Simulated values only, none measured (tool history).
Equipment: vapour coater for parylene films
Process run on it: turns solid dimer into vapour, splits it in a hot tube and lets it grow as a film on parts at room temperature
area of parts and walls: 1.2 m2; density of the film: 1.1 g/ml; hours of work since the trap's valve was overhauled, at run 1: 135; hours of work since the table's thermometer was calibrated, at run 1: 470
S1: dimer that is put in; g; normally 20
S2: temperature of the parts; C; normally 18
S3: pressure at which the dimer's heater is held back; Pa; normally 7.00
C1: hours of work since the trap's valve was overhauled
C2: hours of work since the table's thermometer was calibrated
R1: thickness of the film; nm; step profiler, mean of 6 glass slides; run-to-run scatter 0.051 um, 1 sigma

run 1 day=0.000 | S1=20 S2=18 S3=7.00 | C1=135 C2=470 | R1=9070
run 2 day=2.004 | S1=20 S2=18 S3=7.00 | C1=155 C2=490 | R1=9100
run 3 day=5.138 | S1=20 S2=18 S3=7.00 | C1=187 C2=522 | R1=9110
run 4 day=8.008 | S1=20 S2=18 S3=7.00 | C1=216 C2=551 | R1=9030
run 5 day=9.971 | S1=20 S2=18 S3=7.00 | C1=236 C2=571 | R1=8920
run 6 day=13.025 | S1=20 S2=18 S3=7.00 | C1=267 C2=602 | R1=8960
-- day=14.012 trap's valve overhauled
run 7 day=16.754 | S1=20 S2=18 S3=7.00 | C1=28 C2=638 | R1=9120
run 8 day=19.271 | S1=20 S2=14 S3=7.00 | C1=53 C2=664 | R1=9600
run 9 day=22.229 | S1=20 S2=22 S3=7.00 | C1=83 C2=694 | R1=8400
run 10 day=24.754 | S1=20 S2=22 S3=7.00 | C1=109 C2=720 | R1=8360
run 11 day=28.042 | S1=20 S2=18 S3=2.68 | C1=143 C2=753 | R1=10520
run 12 day=31.288 | S1=20 S2=18 S3=2.68 | C1=175 C2=786 | R1=10530
run 13 day=33.058 | S1=20 S2=18 S3=2.68 | C1=193 C2=804 | R1=10520
run 14 day=35.725 | S1=20 S2=18 S3=7.00 | C1=221 C2=831 | R1=9050
run 15 day=37.650 | S1=20 S2=18 S3=7.00 | C1=240 C2=851 | R1=8970
run 16 day=39.621 | S1=20 S2=18 S3=7.00 | C1=260 C2=871 | R1=8980
-- day=41.204 trap's valve overhauled
run 17 day=43.146 | S1=20 S2=18 S3=7.00 | C1=20 C2=905 | R1=9030
run 18 day=44.888 | S1=20 S2=18 S3=7.00 | C1=37 C2=923 | R1=9030
run 19 day=47.642 | S1=20 S2=18 S3=7.00 | C1=65 C2=951 | R1=9170
run 20 day=49.862 | S1=20 S2=18 S3=7.00 | C1=88 C2=973 | R1=9030
run 21 day=51.562 | S1=20 S2=14 S3=7.00 | C1=105 C2=990 | R1=9660
run 22 day=53.604 | S1=20 S2=18 S3=7.00 | C1=126 C2=1011 | R1=9030
run 23 day=55.946 | S1=10 S2=18 S3=7.00 | C1=150 C2=1035 | R1=4490
run 24 day=58.562 | S1=20 S2=18 S3=7.00 | C1=176 C2=1062 | R1=8950
run 25 day=61.467 | S1=11 S2=18 S3=9.25 | C1=206 C2=1091 | R1=4720
run 26 day=63.362 | S1=20 S2=26 S3=6.03 | C1=225 C2=1110 | R1=7970
run 27 day=65.333 | S1=26 S2=12 S3=6.03 | C1=245 C2=1130 | R1=13380
run 28 day=67.867 | S1=26 S2=12 S3=6.03 | C1=271 C2=1156 | R1=13280
-- day=68.521 trap's valve overhauled
run 29 day=71.292 | S1=19 S2=16 S3=7.81 | C1=28 C2=1189 | R1=8620
run 30 day=72.950 | S1=14 S2=18 S3=3.31 | C1=45 C2=1206 | R1=7170
run 31 day=75.908 | S1=14 S2=18 S3=3.31 | C1=75 C2=1236 | R1=7100
run 32 day=78.846 | S1=21 S2=18 S3=3.31 | C1=105 C2=1266 | R1=10690
run 33 day=80.596 | S1=19 S2=21 S3=3.31 | C1=123 C2=1284 | R1=9110
run 34 day=84.058 | S1=19 S2=21 S3=3.31 | C1=158 C2=1319 | R1=9170
run 35 day=87.462 | S1=21 S2=21 S3=6.48 | C1=192 C2=1353 | R1=9100
run 36 day=89.675 | S1=21 S2=21 S3=6.48 | C1=215 C2=1376 | R1=9060
run 37 day=93.354 | S1=20 S2=18 S3=5.48 | C1=252 C2=1413 | R1=9490
-- day=95.971 trap's valve overhauled
run 38 day=96.575 | S1=20 S2=18 S3=2.54 | C1=6 C2=1444 | R1=10700
run 39 day=100.217 | S1=30 S2=12 S3=7.00 | C1=43 C2=1481 | R1=15060
run 40 day=103.767 | S1=15 S2=12 S3=7.40 | C1=79 C2=1517 | R1=7380
run 41 day=107.138 | S1=15 S2=17 S3=2.11 | C1=113 C2=1552 | R1=8370
run 42 day=109.529 | S1=15 S2=17 S3=2.11 | C1=138 C2=1576 | R1=8470
run 43 day=112.621 | S1=15 S2=17 S3=2.11 | C1=169 C2=1607 | R1=8410
run 44 day=115.162 | S1=15 S2=17 S3=2.11 | C1=195 C2=1633 | R1=8340
run 45 day=117.483 | S1=9 S2=20 S3=4.70 | C1=219 C2=1657 | R1=4160
run 46 day=119.704 | S1=9 S2=20 S3=4.70 | C1=241 C2=1679 | R1=4170
run 47 day=122.362 | S1=9 S2=20 S3=4.70 | C1=268 C2=1706 | R1=4100

Each row is a separate what-if for the run after 47, all from the same tool condition, not one after another. Results?
-- day=123.325 trap's valve overhauled
run A day=124.404 | S1=8 S2=20 S3=4.70 | C1=11 C2=1725 | R1=?
-- day=123.325 trap's valve overhauled
run B day=124.404 | S1=23 S2=20 S3=4.70 | C1=11 C2=1725 | R1=?
-- day=123.325 trap's valve overhauled
run C day=124.404 | S1=20 S2=15 S3=7.30 | C1=11 C2=1725 | R1=?

run=A R1=3730
run=B R1=10600
run=C R1=9540
Had the tool no hidden state, the same runs would have come out as:
run=A R1=3730
run=B R1=10600
run=C R1=9540
